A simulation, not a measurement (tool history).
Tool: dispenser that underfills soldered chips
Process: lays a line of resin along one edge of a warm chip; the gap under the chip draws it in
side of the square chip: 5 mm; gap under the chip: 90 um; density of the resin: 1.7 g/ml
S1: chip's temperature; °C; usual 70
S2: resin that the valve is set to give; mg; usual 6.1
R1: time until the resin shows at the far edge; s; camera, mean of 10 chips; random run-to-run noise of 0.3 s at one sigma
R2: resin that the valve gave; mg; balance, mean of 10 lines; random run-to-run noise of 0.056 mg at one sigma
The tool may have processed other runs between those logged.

run,hour,S1,S2,R1,R2
1,0,70,6.1,6.8,5.89
2,4.1,70,6.1,7.7,5.78
# hour 6.8: new syringe of resin
3,7.1,70,6.11,4.5,5.79
4,9.8,70,6.11,5.7,5.85
5,14.3,79,6.1,4.4,5.92
6,18,79,6.1,4.9,5.71
# hour 23.5: new syringe of resin
7,23.8,79,6.1,3.5,5.61
8,27.8,79,6.83,4.2,6.4
9,32.7,79,7.89,5,7.34
10,36.4,74,6.1,6.3,5.75
# hour 39.7: new syringe of resin
11,40,70,6.1,4.8,5.62
12,45.1,70,7.14,5.9,6.54
13,48.4,70,7.32,6.7,6.68
14,53.7,70,5.49,8.4,5.03
# hour 56.2: new syringe of resin
15,58.1,70,5.49,5.5,5.01
16,62.4,70,5.49,7,5.04
17,65.1,68,6.1,7,5.61
18,70.8,68,6.1,8.8,5.61
# hour 72.5: new syringe of resin
19,75.6,68,6.1,6.2,5.44
20,79.8,68,6.1,6.8,5.45
21,83,74,6.77,6.3,6.1
22,86.9,80,5.74,5.8,5.19
# hour 88.7: new syringe of resin
23,90,71,6.01,5.3,5.38
24,93.2,71,6.01,5.4,5.31
25,99.2,85,6.02,4,5.32
26,104.2,83,7.29,5.4,6.55
# hour 105: new syringe of resin
27,110.5,83,7.29,3.5,6.58
# hour 113.1: dispensing valve cleaned and set on the balance
28,115.9,72,7.57,6.6,7.49
29,120.2,72,7.57,7.8,7.59
# hour 122.5: new syringe of resin
30,123.4,72,6.33,4.4,6.27
31,128,66,7.35,7.1,7.41
32,132.3,66,7.35,7.5,7.3
33,137.5,75,6.45,6.4,6.41
# hour 138.9: new syringe of resin
34,143.3,75,6.4,5,6.2
35,146.2,69,6.4,6.2,6.33
36,151.3,69,6.4,7.8,6.24
37,154.3,67,5.51,9.1,5.43

A few steps of R1 between consecutive runs. Split each: what settings, incoming material and random variation would produce without the hidden state, and what is left over for the hidden state, along with gauge scatter present in only one of the two compared results (measured, and without hidden state):
The hidden state here: resin's viscosity, % of fresh resin's; dose that the valve gives, % of what is set; true chip temperature over the reading, C; drift of the gauge itself on fill_s, %; drift of the gauge itself on given_mg, %.
Run 2 -> 3: S2 6.1 -> 6.11, new syringe of resin. R1 -3.2 s: hidden state -3.2, all else +0.
Run 14 -> 15: new syringe of resin. R1 -2.9 s: hidden state -2.7, all else -0.2.
Run 18 -> 19: new syringe of resin. R1 -2.6 s: hidden state -3.1, all else +0.5.
Run 27 -> 28: S1 83 -> 72, S2 7.29 -> 7.57, dispensing valve cleaned and set on the balance. R1 +3.1 s: hidden state +1.1, all else +2.
Run 29 -> 30: S2 7.57 -> 6.33, new syringe of resin. R1 -3.4 s: hidden state -2.6, all else -0.8.

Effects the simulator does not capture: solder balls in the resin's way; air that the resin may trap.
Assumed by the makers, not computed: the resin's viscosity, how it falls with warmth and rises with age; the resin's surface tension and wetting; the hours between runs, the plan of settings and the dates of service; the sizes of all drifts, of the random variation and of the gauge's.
